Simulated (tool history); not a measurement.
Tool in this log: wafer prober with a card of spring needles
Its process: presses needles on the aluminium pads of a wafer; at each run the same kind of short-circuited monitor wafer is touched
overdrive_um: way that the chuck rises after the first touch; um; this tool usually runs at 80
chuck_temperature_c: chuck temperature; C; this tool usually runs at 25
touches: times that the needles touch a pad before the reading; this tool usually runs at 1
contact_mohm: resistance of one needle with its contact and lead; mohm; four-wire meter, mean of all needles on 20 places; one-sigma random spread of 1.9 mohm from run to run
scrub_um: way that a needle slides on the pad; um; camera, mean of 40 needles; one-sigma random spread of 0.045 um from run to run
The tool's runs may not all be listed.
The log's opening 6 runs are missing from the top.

run,hour,overdrive_um,chuck_temperature_c,touches,touches since the tips were cleaned,cleanings since the card got new needles,touches since the first contact's height was set,contact_mohm,scrub_um
7,47.9,80,25,1,6441,5,50532,262,19.52
# hour 52.3: tips cleaned on abrasive film
8,54.8,80,25,1,951,6,53162,226,19.62
9,59.5,80,99,1,2748,6,54959,262,19.55
10,64.4,77,25,1,4653,6,56864,260,18.76
11,72.9,77,25,1,7908,6,60119,264,18.86
# hour 73.9: tips cleaned on abrasive film
# hour 74.2: height of the first contact set anew
12,83.2,77,25,1,3469,7,3469,249,18.71
13,92.7,80,63,1,7110,7,7110,272,19.52
# hour 95.3: tips cleaned on abrasive film
14,98.3,80,44,1,1129,8,9234,233,19.51
15,105.8,80,44,1,4013,8,12118,252,19.44
# hour 109.9: height of the first contact set anew, once more
16,115.4,80,44,1,7620,8,2124,268,19.59
# hour 116.9: tips cleaned on abrasive film
17,123.6,80,44,1,2607,9,5242,248,19.72
18,129.5,80,44,1,4852,9,7487,255,19.61

Expected results for the next run?
19,135.4,80,44,1,7128,9,9763,?,?

{"run 19": {"contact_mohm": 267, "scrub_um": 19.7}}
Minus the tool's unlogged condition, the same run would have read contact_mohm 214 mohm, scrub_um 19.71 um.

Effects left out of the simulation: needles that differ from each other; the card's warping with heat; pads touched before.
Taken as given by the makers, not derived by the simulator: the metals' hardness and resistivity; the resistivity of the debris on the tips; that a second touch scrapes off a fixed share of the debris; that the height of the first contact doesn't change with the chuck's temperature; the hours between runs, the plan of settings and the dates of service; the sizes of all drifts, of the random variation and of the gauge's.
